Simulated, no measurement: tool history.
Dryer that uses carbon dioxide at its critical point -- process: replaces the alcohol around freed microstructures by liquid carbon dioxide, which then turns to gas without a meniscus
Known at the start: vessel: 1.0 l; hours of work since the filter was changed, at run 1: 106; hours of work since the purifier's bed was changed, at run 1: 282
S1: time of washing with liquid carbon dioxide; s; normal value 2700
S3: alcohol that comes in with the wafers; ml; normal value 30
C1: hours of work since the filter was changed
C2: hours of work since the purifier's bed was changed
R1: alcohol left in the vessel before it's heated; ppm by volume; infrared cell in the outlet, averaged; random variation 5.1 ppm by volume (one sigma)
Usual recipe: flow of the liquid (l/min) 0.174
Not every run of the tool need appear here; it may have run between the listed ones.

Run 1, hour 0: usual settings; C1 106; C2 282. Result: R1 149 ppm by volume.
Run 2, hour 31.9: usual settings; C1 121; C2 297. Result: R1 146 ppm by volume.
Run 3, hour 57.9: usual settings; C1 133; C2 309. Result: R1 155 ppm by volume.
Run 4, hour 94.3: usual settings; C1 150; C2 326. Result: R1 161 ppm by volume.
Run 5, hour 123.2: usual settings; C1 164; C2 339. Result: R1 155 ppm by volume.
Run 6, hour 140.8: usual settings but flow of the liquid (l/min) 0.119; C1 172; C2 348. Result: R1 584 ppm by volume.
Run 7, hour 173.1: usual settings but flow of the liquid (l/min) 0.195; C1 187; C2 363. Result: R1 132 ppm by volume.
Run 8, hour 196.3: usual settings but flow of the liquid (l/min) 0.195; C1 198; C2 374. Result: R1 137 ppm by volume.
Run 9, hour 236.1: usual settings but S3 41 ml; C1 217; C2 392. Result: R1 213 ppm by volume.
Run 10, hour 271.7: usual settings but S1 2940 s, S3 41 ml; C1 234; C2 409. Result: R1 173 ppm by volume.
Run 11, hour 300.3: usual settings but S3 42 ml; C1 247; C2 423. Result: R1 233 ppm by volume.
Run 12, hour 340.1: usual settings but S3 42 ml; C1 266; C2 441. Result: R1 226 ppm by volume.
Run 13, hour 376.4: usual settings but flow of the liquid (l/min) 0.109; C1 283; C2 458. Result: R1 864 ppm by volume.
Run 14, hour 394: usual settings but flow of the liquid (l/min) 0.109; C1 291; C2 467. Result: R1 892 ppm by volume.
Run 15, hour 423.9: usual settings but flow of the liquid (l/min) 0.109; C1 305; C2 481. Result: R1 899 ppm by volume.
Run 16, hour 453: usual settings but flow of the liquid (l/min) 0.109; C1 319; C2 494. Result: R1 908 ppm by volume.
Run 17, hour 483.9: usual settings but flow of the liquid (l/min) 0.154; C1 333; C2 509. Result: R1 303 ppm by volume.
Run 18, hour 512.5: usual settings but flow of the liquid (l/min) 0.154; C1 347; C2 522. Result: R1 305 ppm by volume.
Run 19, hour 548.3: usual settings but S3 80 ml; C1 364; C2 539. Result: R1 403 ppm by volume.
Run 20, hour 588.7: usual settings but S3 80 ml; C1 383; C2 558. Result: R1 396 ppm by volume.
Run 21, hour 629.1: usual settings but flow of the liquid (l/min) 0.172; C1 402; C2 577. Result: R1 243 ppm by volume.
At hour 663: inlet filter changed.
Run 22, hour 663: usual settings but flow of the liquid (l/min) 0.172; C1 0; C2 592. Result: R1 210 ppm by volume.
Run 23, hour 686.4: usual settings but flow of the liquid (l/min) 0.172; C1 11; C2 603. Result: R1 218 ppm by volume.
Run 24, hour 720: usual settings but S1 2640 s, flow of the liquid (l/min) 0.246, S3 115 ml; C1 27; C2 619. Result: R1 166 ppm by volume.
Run 25, hour 746.9: usual settings but S1 1620 s, flow of the liquid (l/min) 0.233, S3 21 ml; C1 39; C2 632. Result: R1 308 ppm by volume.
Run 26, hour 766.2: usual settings but S1 3720 s, flow of the liquid (l/min) 0.119, S3 34 ml; C1 48; C2 641. Result: R1 246 ppm by volume.
Run 27, hour 806.6: usual settings but S1 2340 s, flow of the liquid (l/min) 0.119, S3 34 ml; C1 67; C2 660. Result: R1 1086 ppm by volume.
Run 28, hour 825.6: usual settings but S1 2400 s, flow of the liquid (l/min) 0.162, S3 62 ml; C1 76; C2 669. Result: R1 587 ppm by volume.
Run 29, hour 857.2: usual settings but S1 3180 s, flow of the liquid (l/min) 0.133, S3 25 ml; C1 91; C2 684. Result: R1 269 ppm by volume.
Run 30, hour 895.1: usual settings but S1 2280 s; C1 109; C2 702. Result: R1 337 ppm by volume.
Run 31, hour 935.4: usual settings; C1 128; C2 720. Result: R1 233 ppm by volume.
Run 32, hour 954.5: usual settings; C1 137; C2 729. Result: R1 242 ppm by volume.
Run 33, hour 971.3: usual settings but S1 1740 s, flow of the liquid (l/min) 0.121, S3 74 ml; C1 145; C2 737. Result: R1 5235 ppm by volume.
Run 34, hour 994.9: usual settings but S1 1740 s, flow of the liquid (l/min) 0.121, S3 83 ml; C1 156; C2 748. Result: R1 5881 ppm by volume.
Run 35, hour 1020.6: usual settings but S1 1740 s, flow of the liquid (l/min) 0.121, S3 83 ml; C1 168; C2 760. Result: R1 6026 ppm by volume.
Run 36, hour 1046.9: usual settings but S1 2040 s, flow of the liquid (l/min) 0.109, S3 111 ml; C1 180; C2 773. Result: R1 6873 ppm by volume.
Run 37, hour 1085.1: usual settings but S1 2040 s, flow of the liquid (l/min) 0.109, S3 111 ml; C1 198; C2 791. Result: R1 7047 ppm by volume.
Run 38, hour 1120: usual settings but S3 97 ml; C1 215; C2 807. Result: R1 454 ppm by volume.
Run 39, hour 1154: usual settings but S1 4140 s; C1 231; C2 823. Result: R1 177 ppm by volume.
Run 40, hour 1177.2: usual settings but S1 4140 s; C1 242; C2 834. Result: R1 182 ppm by volume.
Run 41, hour 1206.2: usual settings but S1 1920 s, flow of the liquid (l/min) 0.154, S3 25 ml; C1 255; C2 848. Result: R1 827 ppm by volume.
Run 42, hour 1227.6: usual settings but S1 1920 s, flow of the liquid (l/min) 0.173, S3 26 ml; C1 265; C2 858. Result: R1 616 ppm by volume.
Run 43, hour 1244.4: usual settings but S1 1920 s, flow of the liquid (l/min) 0.286, S3 26 ml; C1 273; C2 866. Result: R1 216 ppm by volume.
Run 44, hour 1281.8: usual settings but S1 2880 s, flow of the liquid (l/min) 0.178; C1 291; C2 883. Result: R1 253 ppm by volume.
Run 45, hour 1317.1: usual settings but S1 2880 s, flow of the liquid (l/min) 0.178; C1 307; C2 900. Result: R1 254 ppm by volume.
Run 46, hour 1342.5: usual settings but S1 1680 s, flow of the liquid (l/min) 0.149; C1 319; C2 912. Result: R1 1617 ppm by volume.

Each row is a separate what-if for the run after 46, all from the same tool condition, not one after another. Results?
Run A, hour 1380.6: usual settings but S1 2280 s, flow of the liquid (l/min) 0.113, S3 98 ml; C1 337; C2 930. Result: R1 ?.
Run B, hour 1380.6: usual settings but S1 1620 s, flow of the liquid (l/min) 0.233, S3 74 ml; C1 337; C2 930. Result: R1 ?.
Run C, hour 1380.6: usual settings but S1 1920 s, flow of the liquid (l/min) 0.124, S3 48 ml; C1 337; C2 930. Result: R1 ?.
Run D, hour 1380.6: usual settings but S1 1860 s, S3 34 ml; C1 337; C2 930. Result: R1 ?.
Run E, hour 1380.6: usual settings but S1 2040 s, S3 71 ml; C1 337; C2 930. Result: R1 ?.

run    R1
  A  4450
  B   969
  C  2779
  D   858
  E  1155
Had the tool no hidden state, the same runs would have come out as:
run    R1
  A  3432
  B   571
  C  2123
  D   506
  E   714
